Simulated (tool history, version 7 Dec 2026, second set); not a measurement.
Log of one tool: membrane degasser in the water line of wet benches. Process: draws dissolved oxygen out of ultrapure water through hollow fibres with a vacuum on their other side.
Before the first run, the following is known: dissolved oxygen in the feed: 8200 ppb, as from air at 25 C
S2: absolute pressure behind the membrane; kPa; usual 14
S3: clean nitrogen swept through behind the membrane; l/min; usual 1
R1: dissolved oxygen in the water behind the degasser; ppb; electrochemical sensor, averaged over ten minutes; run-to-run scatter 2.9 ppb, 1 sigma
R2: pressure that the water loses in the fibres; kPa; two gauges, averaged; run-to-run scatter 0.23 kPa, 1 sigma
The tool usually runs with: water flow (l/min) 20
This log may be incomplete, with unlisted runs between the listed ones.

Run 1, hour 0: usual settings. Result: R1 481.7 ppb, R2 60.72 kPa.
Run 2, hour 30.3: usual settings but S2 17.9 kPa. Result: R1 636.6 ppb, R2 60.76 kPa.
Run 3, hour 79.1: usual settings but S2 17.9 kPa. Result: R1 624.2 ppb, R2 60.74 kPa.
Run 4, hour 136.3: usual settings but S2 17.9 kPa. Result: R1 632.1 ppb, R2 61 kPa.
Run 5, hour 180.3: usual settings but S2 17.9 kPa. Result: R1 632.9 ppb, R2 60.5 kPa.
Run 6, hour 228: usual settings but S2 17.9 kPa. Result: R1 632.2 ppb, R2 60.69 kPa.
Run 7, hour 283.4: usual settings but S2 17.9 kPa. Result: R1 634.7 ppb, R2 60.34 kPa.
Run 8, hour 337.1: usual settings but S2 17.9 kPa. Result: R1 631 ppb, R2 60.89 kPa.
Run 9, hour 383.6: usual settings but S2 17.9 kPa. Result: R1 635.5 ppb, R2 60.57 kPa.
Run 10, hour 432.4: usual settings. Result: R1 473.6 ppb, R2 60.26 kPa.
Run 11, hour 485.9: usual settings. Result: R1 478.2 ppb, R2 60.99 kPa.
Run 12, hour 527.2: usual settings. Result: R1 482.3 ppb, R2 60.54 kPa.
Run 13, hour 579.3: usual settings but water flow (l/min) 13, S2 26.3 kPa. Result: R1 656.8 ppb, R2 39.87 kPa.
Run 14, hour 605.4: usual settings but water flow (l/min) 13, S2 9.7 kPa, S3 0.49 l/min. Result: R1 373.7 ppb, R2 39.69 kPa.
Run 15, hour 648.9: usual settings but water flow (l/min) 28, S2 11.1 kPa, S3 0.49 l/min. Result: R1 823.2 ppb, R2 85.38 kPa.
Run 16, hour 698.9: usual settings but water flow (l/min) 23, S2 28.7 kPa. Result: R1 1153 ppb, R2 70.2 kPa.
Run 17, hour 729.4: usual settings but water flow (l/min) 19, S2 25.1 kPa. Result: R1 874.3 ppb, R2 58.3 kPa.
Run 18, hour 756: usual settings but water flow (l/min) 19, S2 25.1 kPa. Result: R1 864.6 ppb, R2 57.8 kPa.
Run 19, hour 779.8: usual settings but water flow (l/min) 19, S2 25.1 kPa. Result: R1 866.1 ppb, R2 58.01 kPa.
Run 20, hour 828.3: usual settings but water flow (l/min) 19, S2 25.1 kPa. Result: R1 855.6 ppb, R2 58.02 kPa.
Run 21, hour 874.4: usual settings but S3 0.48 l/min. Result: R1 856.4 ppb, R2 61.24 kPa.
Run 22, hour 920.2: usual settings but water flow (l/min) 22, S3 0.55 l/min. Result: R1 833.4 ppb, R2 67.04 kPa.
Run 23, hour 957.1: usual settings but water flow (l/min) 14. Result: R1 349.7 ppb, R2 42.18 kPa.
Run 24, hour 981.2: usual settings but water flow (l/min) 14, S2 21.9 kPa, S3 0.71 l/min. Result: R1 779.7 ppb, R2 42.58 kPa.

Each row is a separate what-if for the run after 24, all from the same tool condition, not one after another. Results?
Run A, hour 1025.9: usual settings but S3 2.91 l/min. Result: R1 ?, R2 ?.
Run B, hour 1025.9: usual settings but water flow (l/min) 24, S2 13 kPa, S3 0.41 l/min. Result: R1 ?, R2 ?.
Run C, hour 1025.9: usual settings but water flow (l/min) 30, S2 21.9 kPa, S3 0.55 l/min. Result: R1 ?, R2 ?.

run     R1     R2
  A  185.8  60.95
  B  994.1  73.55
  C   1669  91.65
With the hidden condition removed and each run's random variation left untouched, the same runs would have given:
run     R1     R2
  A  177.2  59.85
  B  957.7  72.22
  C   1637  89.99
